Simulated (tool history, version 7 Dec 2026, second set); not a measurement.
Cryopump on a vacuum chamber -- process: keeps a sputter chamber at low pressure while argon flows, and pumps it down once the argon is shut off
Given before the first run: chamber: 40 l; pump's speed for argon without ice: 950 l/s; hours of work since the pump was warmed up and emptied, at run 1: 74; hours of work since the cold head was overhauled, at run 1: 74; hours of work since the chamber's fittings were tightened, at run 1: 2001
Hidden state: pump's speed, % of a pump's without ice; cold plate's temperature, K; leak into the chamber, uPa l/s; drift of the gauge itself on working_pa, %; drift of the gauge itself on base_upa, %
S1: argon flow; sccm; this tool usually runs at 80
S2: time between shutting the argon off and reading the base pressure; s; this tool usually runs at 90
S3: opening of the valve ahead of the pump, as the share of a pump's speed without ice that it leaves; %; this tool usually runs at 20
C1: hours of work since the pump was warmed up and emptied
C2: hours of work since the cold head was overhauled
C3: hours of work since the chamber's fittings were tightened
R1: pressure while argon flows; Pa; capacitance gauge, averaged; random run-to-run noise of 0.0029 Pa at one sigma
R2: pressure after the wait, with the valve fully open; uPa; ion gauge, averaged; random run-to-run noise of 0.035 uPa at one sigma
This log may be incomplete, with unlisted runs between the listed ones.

run	hour	S1	S2	S3	C1	C2	C3	R1	R2
1	0	80	90	20	74	74	2001	0.7158	4.29
2	32.9	80	90	20	98	98	2025	0.7198	4.38
3	80.4	80	90	20	132	132	2060	0.7195	4.4
4	119.6	80	90	20	161	161	2088	0.7223	4.47
5	148.1	80	59	20	182	182	2109	0.721	5.43
6	188.1	80	90	20	211	211	2138	0.7288	4.62
7	228.5	94	300	20	240	240	2167	0.8554	3.67
8	257.9	94	300	20	262	262	2189	0.8529	3.76
9	294.1	48	77	39	288	288	2215	0.2312	5.1
10	325.7	48	61	39	311	311	2238	0.2323	5.71
# hour 334.1: pump warmed up, emptied and cooled again
11	357.7	86	36	41	17	331	2258	0.3749	6.97

Below are 4 alternative next runs, each starting from the tool's condition after run 11. Predict each:
A	388.2	75	90	59	39	353	2280	?	?
B	388.2	56	36	41	39	353	2280	?	?
C	388.2	35	198	21	39	353	2280	?	?
D	388.2	159	28	41	39	353	2280	?	?

run	R1	R2
A	0.2303	4.8
B	0.2471	6.97
C	0.298	3.91
D	0.6988	8.29
Had the tool no hidden state, the same runs would have come out as:
run	R1	R2
A	0.2262	1.93
B	0.244	4.23
C	0.296	1.09
D	0.69	5.46
